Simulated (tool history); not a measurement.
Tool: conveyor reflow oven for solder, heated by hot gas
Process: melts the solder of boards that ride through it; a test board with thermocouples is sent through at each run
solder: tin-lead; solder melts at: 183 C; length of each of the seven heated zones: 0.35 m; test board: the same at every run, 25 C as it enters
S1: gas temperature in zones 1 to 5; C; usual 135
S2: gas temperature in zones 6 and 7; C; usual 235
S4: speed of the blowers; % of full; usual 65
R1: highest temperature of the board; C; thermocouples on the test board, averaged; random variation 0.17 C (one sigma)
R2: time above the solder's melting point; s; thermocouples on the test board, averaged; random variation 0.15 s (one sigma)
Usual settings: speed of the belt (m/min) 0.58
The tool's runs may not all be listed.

Run 1, hour 0: usual settings. Result: R1 219.9 C, R2 54.8 s.
Run 2, hour 97.8: usual settings but S1 147 C. Result: R1 222 C, R2 60.9 s.
Run 3, hour 155.6: usual settings. Result: R1 219.7 C, R2 55 s.
Run 4, hour 236.9: usual settings. Result: R1 219.9 C, R2 54.8 s.
Run 5, hour 292.8: usual settings. Result: R1 219.8 C, R2 54.8 s.
Run 6, hour 392.9: usual settings. Result: R1 219.7 C, R2 54.8 s.
At hour 439.5: flux residue cleaned out of gas plates and filters.
Run 7, hour 477.3: usual settings. Result: R1 220.7 C, R2 55.4 s.
Run 8, hour 577.3: usual settings but S1 129 C. Result: R1 219.4 C, R2 52.6 s.
Run 9, hour 678.1: usual settings but S1 129 C. Result: R1 219.3 C, R2 52.7 s.
Run 10, hour 722.6: usual settings but S1 129 C, S2 244 C. Result: R1 226.8 C, R2 57.8 s.
Run 11, hour 786.2: usual settings but S1 129 C, S2 244 C. Result: R1 227.5 C, R2 58 s.
Run 12, hour 885.1: usual settings but S1 129 C, S2 244 C. Result: R1 226.9 C, R2 57.6 s.
At hour 897.9: flux residue cleaned out of gas plates and filters.
Run 13, hour 975.3: usual settings but S1 129 C, S2 244 C. Result: R1 227.4 C, R2 58.6 s.
Run 14, hour 1028.3: usual settings but S1 129 C, S2 244 C. Result: R1 227.9 C, R2 58.6 s.
Run 15, hour 1081.6: usual settings but S1 129 C, S2 244 C. Result: R1 227.7 C, R2 58.2 s.
Run 16, hour 1153.5: usual settings but S1 131 C, S2 233 C, speed of the belt (m/min) 0.554. Result: R1 220.3 C, R2 56.9 s.
Run 17, hour 1219.6: usual settings but S1 150 C, S4 54 % of full. Result: R1 220.5 C, R2 60.4 s.
At hour 1250.7: thermocouples of zones 6 and 7 changed.
Run 18, hour 1292.8: usual settings but S1 134 C, S2 239 C. Result: R1 220.8 C, R2 55.5 s.
At hour 1357.7: flux residue cleaned out of gas plates and filters.
Run 19, hour 1399: usual settings but S1 134 C, S2 239 C. Result: R1 221.3 C, R2 55.7 s.
Run 20, hour 1442.9: usual settings but S2 230 C, speed of the belt (m/min) 0.594. Result: R1 212.5 C, R2 48.9 s.
Run 21, hour 1519.8: usual settings but S2 230 C, speed of the belt (m/min) 0.594. Result: R1 213 C, R2 48.8 s.
Run 22, hour 1599.9: usual settings but S1 129 C, S2 230 C, speed of the belt (m/min) 0.512. Result: R1 216.5 C, R2 58.9 s.
Run 23, hour 1653.9: usual settings but S1 136 C, S2 238 C, speed of the belt (m/min) 0.651, S4 75 % of full. Result: R1 219.8 C, R2 49.2 s.
Run 24, hour 1703.3: usual settings but speed of the belt (m/min) 0.571. Result: R1 218.6 C, R2 55.4 s.
Run 25, hour 1758.5: usual settings but speed of the belt (m/min) 0.571. Result: R1 218.6 C, R2 55.2 s.
At hour 1819.4: flux residue cleaned out of gas plates and filters.
Run 26, hour 1831.4: usual settings but S1 144 C, speed of the belt (m/min) 0.656. Result: R1 216.2 C, R2 48.4 s.
Run 27, hour 1927: usual settings but S1 136 C, S2 237 C, speed of the belt (m/min) 0.485, S4 57 % of full. Result: R1 224 C, R2 70.5 s.
Run 28, hour 1988.4: usual settings but S1 136 C, S2 237 C, speed of the belt (m/min) 0.485, S4 57 % of full. Result: R1 224 C, R2 70.6 s.
Run 29, hour 2076.7: usual settings but S1 136 C, S2 237 C, speed of the belt (m/min) 0.485, S4 57 % of full. Result: R1 223.9 C, R2 70.5 s.

Forecast each of these 5 alternatives for the next run:
Run A, hour 2169.4: usual settings but S2 227 C. Result: R1 ?, R2 ?.
Run B, hour 2169.4: usual settings but S2 237 C, speed of the belt (m/min) 0.512, S4 68 % of full. Result: R1 ?, R2 ?.
Run C, hour 2169.4: usual settings but S2 227 C, speed of the belt (m/min) 0.651, S4 79 % of full. Result: R1 ?, R2 ?.
Run D, hour 2169.4: usual settings but S1 134 C, S4 62 % of full. Result: R1 ?, R2 ?.
Run E, hour 2169.4: usual settings but S4 90 % of full. Result: R1 ?, R2 ?.

run     R1    R2
  A  211.8  49.4
  B  225.1  67.4
  C  211.8  43.8
  D  217.4  53.1
  E  224.6  59.1
Without the tool's hidden state the same runs would have given:
run     R1    R2
  A  210.5  47.9
  B  223.7  65.9
  C  210.6  42.6
  D  216.1  51.7
  E  223.3    58

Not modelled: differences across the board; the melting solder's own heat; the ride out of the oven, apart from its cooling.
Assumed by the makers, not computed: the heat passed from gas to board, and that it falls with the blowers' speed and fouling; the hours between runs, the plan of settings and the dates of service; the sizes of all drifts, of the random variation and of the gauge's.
